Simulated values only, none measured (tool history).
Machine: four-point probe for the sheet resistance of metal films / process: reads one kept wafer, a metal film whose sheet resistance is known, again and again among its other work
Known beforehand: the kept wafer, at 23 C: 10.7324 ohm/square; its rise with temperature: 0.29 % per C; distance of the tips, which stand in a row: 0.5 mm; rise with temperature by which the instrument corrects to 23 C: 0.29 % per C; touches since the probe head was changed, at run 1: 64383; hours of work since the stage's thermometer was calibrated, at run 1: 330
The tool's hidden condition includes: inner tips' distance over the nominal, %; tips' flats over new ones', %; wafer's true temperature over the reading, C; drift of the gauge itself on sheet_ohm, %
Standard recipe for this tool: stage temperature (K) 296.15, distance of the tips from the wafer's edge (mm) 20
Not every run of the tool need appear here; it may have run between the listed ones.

run     day  stage temperature (K)  distance of the tips from the wafer's edge (mm)  touches since the probe head was changed  hours of work since the stage's thermometer was calibrated  sheet resistance as the instrument gives it (ohm/square)
  1       0                 296.15                                               20                                     64383                                                         330                                                 10.644652
  2   2.262                 296.15                                               20                                     66802                                                         365                                                 10.644062
  3   3.908                 296.15                                               16                                     68560                                                         391                                                 10.645285
  4   6.608                 296.15                                               20                                     71443                                                         433                                                 10.638821
  5   8.367                 298.15                                               20                                     73325                                                         460                                                 10.640042
  6  10.158                 298.15                                               20                                     75239                                                         488                                                 10.635176
  7  11.529                 298.15                                               20                                     76703                                                         510                                                 10.635991
  8   13.05                 296.15                                               10                                     78329                                                         533                                                 10.642145
  9  15.021                 296.15                                               20                                     80435                                                         564                                                 10.628751
 10  17.788                 296.15                                               20                                     83392                                                         607                                                 10.625503
 11  19.396                 296.15                                                4                                     85112                                                         632                                                 10.713946
 12  22.258                 296.15                                                4                                     88168                                                         677                                                 10.707001
 13   24.15                 296.15                                                4                                     90190                                                         706                                                 10.701275
 14  26.846                 306.15                                               20                                     93071                                                         748                                                  10.62718
 15  28.212                 306.15                                               20                                     94533                                                         770                                                   10.6215
 16  30.733                 292.15                                               20                                     97226                                                         809                                                 10.609236
         31  -- stage's thermometer calibrated
 17  33.325                 292.15                                               20                                     99973                                                          36                                                 10.607709
 18  35.521                 299.15                                               20                                    102321                                                          70                                                 10.610433
     35.942  -- stage's thermometer calibrated, once more
 19  37.217                 299.15                                               20                                    104110                                                          20                                                 10.610382
 20  38.833                 299.15                                               22                                    105838                                                          45                                                 10.603151
 21  41.062                 299.15                                               22                                    108220                                                          80                                                   10.6023
 22  43.625                 299.15                                               22                                    110961                                                         120                                                 10.597724
     44.729  -- new probe head fitted
 23   44.95                 303.15                                               39                                       233                                                         140                                                 10.758016
 24  46.996                 303.15                                               11                                      2420                                                         172                                                 10.764097
 25  48.688                 303.15                                               11                                      4230                                                         198                                                 10.766115
 26  49.929                 291.15                                                8                                      5554                                                         217                                                 10.764631
 27  51.171                 296.15                                               63                                      6883                                                         237                                                 10.744155
 28  53.712                 300.15                                               28                                      9600                                                         276                                                 10.750245
 29  55.033                 300.15                                               28                                     11009                                                         297                                                 10.747926
 30  57.675                 300.15                                               28                                     13833                                                         338                                                 10.741751
 31   60.35                 293.15                                               13                                     16692                                                         380                                                 10.743215
 32  62.558                 303.15                                                4                                     19050                                                         414                                                 10.827588
 33  65.117                 303.15                                                4                                     21786                                                         454                                                 10.825199
 34  67.583                 306.15                                               17                                     24422                                                         492                                                 10.736767
 35  70.283                 302.15                                               60                                     27306                                                         534                                                 10.726899
 36  71.688                 295.15                                               15                                     28808                                                         556                                                 10.726841
 37  74.483                 303.15                                                4                                     31795                                                         600                                                   10.8156
 38  75.888                 291.15                                               34                                     33295                                                         622                                                 10.717951
 39  77.458                 291.15                                               34                                     34973                                                         646                                                 10.713143
 40    78.7                 302.15                                                4                                     36300                                                         666                                                 10.804557
 41  81.546                 302.15                                                4                                     39341                                                         710                                                 10.806037
 42  82.854                 296.15                                                3                                     40742                                                         730                                                 10.868013
 43  84.854                 296.15                                                3                                     42878                                                         762                                                 10.866571
 44  86.608                 293.15                                                9                                     44752                                                         789                                                 10.718111

Each row is a separate what-if for the run after 44, all from the same tool condition, not one after another. Results?
  A  88.292                 301.15                                               75                                     46552                                                         815                                                         ?
  B  88.292                 296.15                                               15                                     46552                                                         815                                                         ?
  C  88.292                 297.15                                               38                                     46552                                                         815                                                         ?
  D  88.292                 295.15                                               42                                     46552                                                         815                                                         ?
  E  88.292                 294.15                                               20                                     46552                                                         815                                                         ?

run  sheet resistance as the instrument gives it (ohm/square)
  A                                                 10.710311
  B                                                 10.713961
  C                                                 10.701665
  D                                                  10.70493
  E                                                 10.709635
Stripped of hidden state, with their random variation kept, the same runs would have yielded:
run  sheet resistance as the instrument gives it (ohm/square)
  A                                                 10.738153
  B                                                 10.741776
  C                                                 10.729456
  D                                                 10.732715
  E                                                 10.737425

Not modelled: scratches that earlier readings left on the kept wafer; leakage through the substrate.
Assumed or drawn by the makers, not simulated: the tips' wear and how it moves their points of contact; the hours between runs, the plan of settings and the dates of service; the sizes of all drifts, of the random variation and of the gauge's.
